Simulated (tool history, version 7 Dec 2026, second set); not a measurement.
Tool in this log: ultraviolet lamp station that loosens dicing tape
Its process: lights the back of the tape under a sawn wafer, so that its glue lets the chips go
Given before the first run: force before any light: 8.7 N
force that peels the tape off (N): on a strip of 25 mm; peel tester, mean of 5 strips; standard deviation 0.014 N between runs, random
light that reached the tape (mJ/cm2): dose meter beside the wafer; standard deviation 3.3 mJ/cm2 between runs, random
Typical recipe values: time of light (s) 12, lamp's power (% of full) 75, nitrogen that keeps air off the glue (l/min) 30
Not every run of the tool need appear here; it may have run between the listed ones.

run	hour	time of light (s)	lamp's power (% of full)	nitrogen that keeps air off the glue (l/min)	force that peels the tape off (N)	light that reached the tape (mJ/cm2)
1	0	12	75	30	0.652	525
2	30.5	12	75	30	0.645	528
3	52.9	9	75	30	1.199	396
4	81.8	12	75	30	0.655	524
5	111.7	12	75	30	0.649	524
6	133.5	12	89	30	0.423	622
7	171.6	12	75	30	0.667	524
8	188.6	12	75	30	0.648	521
9	216.4	12	75	30	0.677	524
10	232	12	75	30	0.654	527
11	250.7	12	75	30	0.632	522
12	266.8	12	75	30	0.655	524
13	292.1	12	75	10	1.616	524
14	318.7	12	75	10	1.637	523
15	352.8	12	75	10	1.634	522
16	377.2	12	75	10	1.551	526
# hour 396.4: window cleaned of glue's vapour
17	397.2	9	75	56	0.75	389
18	428	11	70	56	0.56	445
19	444.4	12	98	56	0.226	685
20	477.6	12	98	56	0.223	682
21	506	12	98	56	0.211	686
22	532.1	12	98	56	0.215	695
23	565.7	12	98	56	0.215	683
24	600.6	12	87	14	0.964	604
25	620.9	12	87	14	0.987	616

What will run 26 give?
26	651.1	8	91	10	?	?

{"run 26": {"force that peels the tape off (N)": 2.231, "light that reached the tape (mJ/cm2)": 423}}
Were there no unlogged condition in the tool, this run, its random variation unchanged, would have produced force that peels the tape off (N) 2.221, light that reached the tape (mJ/cm2) 424.
